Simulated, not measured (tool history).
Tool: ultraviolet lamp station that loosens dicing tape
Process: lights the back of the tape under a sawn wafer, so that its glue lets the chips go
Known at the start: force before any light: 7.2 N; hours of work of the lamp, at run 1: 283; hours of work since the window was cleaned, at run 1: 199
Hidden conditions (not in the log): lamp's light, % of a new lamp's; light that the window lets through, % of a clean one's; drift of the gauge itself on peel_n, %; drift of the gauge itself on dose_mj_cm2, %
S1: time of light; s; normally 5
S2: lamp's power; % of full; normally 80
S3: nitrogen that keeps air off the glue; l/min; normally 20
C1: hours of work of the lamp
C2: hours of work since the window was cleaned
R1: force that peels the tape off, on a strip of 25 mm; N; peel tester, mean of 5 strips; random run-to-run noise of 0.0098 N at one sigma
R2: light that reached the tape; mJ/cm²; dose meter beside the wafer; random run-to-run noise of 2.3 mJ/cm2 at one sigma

run    hour  S1   S2  S3   C1   C2     R1   R2
  1       0   5   80  20  283  199  0.596  190
  2    17.4   5   80  20  292  208  0.639  187
  3    44.4   5   80  20  306  222  0.591  192
  4    77.9   5   80  20  324  240  0.622  189
  5   112.4   5   80  20  342  258  0.649  186
  6   138.2   5   80  20  355  271   0.64  183
  7   154.5   5   61  20  364  280    1.1  139
  8   179.4   5   61  20  377  293   1.08  138
  9   217.8   5   61  20  397  313  1.149  140
 10   240.7   5   80  20  409  325  0.709  178
 11   258.5   5   80  20  418  334  0.688  173
      282.3  -- window cleaned of glue's vapour
 12   293.3   5   80  20  436    6  0.555  191
 13   325.6   5   80  20  453   23  0.586  190
 14   353.2   5   80  20  467   37  0.571  193
 15   378.5   5   80  20  481   50  0.593  194
 16   407.5   5  100  20  496   65  0.375  237
 17   440.7   5  100  20  513   83  0.376  236
 18   475.4   5   80  20  531  101  0.641  186
 19   502.4   5   66  20  545  115  0.919  148
 20   524.5   8   80  20  557  127  0.264  290
 21     547   8   80  20  569  138  0.264  289
 22   575.5   2   80  20  584  153  2.594   73
 23     608   3   82  20  601  170  1.601  108
 24   625.2   8   91  14  610  179   0.27  318
 25   662.8   8   89   8  629  199  0.394  310
 26   679.8   9   80  20  638  208  0.227  308
 27   716.7   9   80  20  657  227  0.246  306
 28   739.6   2   80  20  669  239  2.826   66
 29   759.9   2   80  20  680  250   2.71   66
 30   788.5   7   62  28  695  265  0.558  180
 31   825.8   7   62  28  714  284  0.592  174
 32     854   4   91  37  729  299  0.768  145
 33     874   5   66  28  740  309  0.996  134
 34   892.8   4   80  20  749  319  1.234  127
 35   908.6   5   70  12  758  327  1.387  135
 36   938.7   5   70  12  773  343  1.427  139
      945.1  -- window cleaned of glue's vapour
 37   973.2   6   90  22  791   15  0.378  233
 38   997.2   6   90  27  804   27  0.327  235
 39  1017.3   6   81  39  814   38  0.356  213
 40  1052.3   8   67   9  832   56   0.67  227
 41  1075.9   6   80   6  845   68   1.06  204
 42  1093.2   3   60  24  854   77  2.394   72
 43    1131   3   84  23  874   97  1.651  110
 44  1149.5   3   84  23  883  107  1.645  105

Some steps in R1, run to run, broken into two amounts with sign: the step expected even without the hidden condition (settings, incoming material, random variation), and the rest, left for the hidden condition together with whatever gauge scatter is not in both the measured and the hidden-condition-free result:
Run 21 -> 22: S1 8 -> 2. R1 +2.33 N: hidden state +0.516, all else +1.814.
Run 27 -> 28: S1 9 -> 2. R1 +2.58 N: hidden state +0.691, all else +1.889.
Run 29 -> 30: S1 2 -> 7, S2 80 -> 62, S3 20 -> 28. R1 -2.152 N: hidden state -0.484, all else -1.668.
Run 36 -> 37: S1 5 -> 6, S2 70 -> 90, S3 12 -> 22, window cleaned of glue's vapour. R1 -1.049 N: hidden state -0.544, all else -0.505.

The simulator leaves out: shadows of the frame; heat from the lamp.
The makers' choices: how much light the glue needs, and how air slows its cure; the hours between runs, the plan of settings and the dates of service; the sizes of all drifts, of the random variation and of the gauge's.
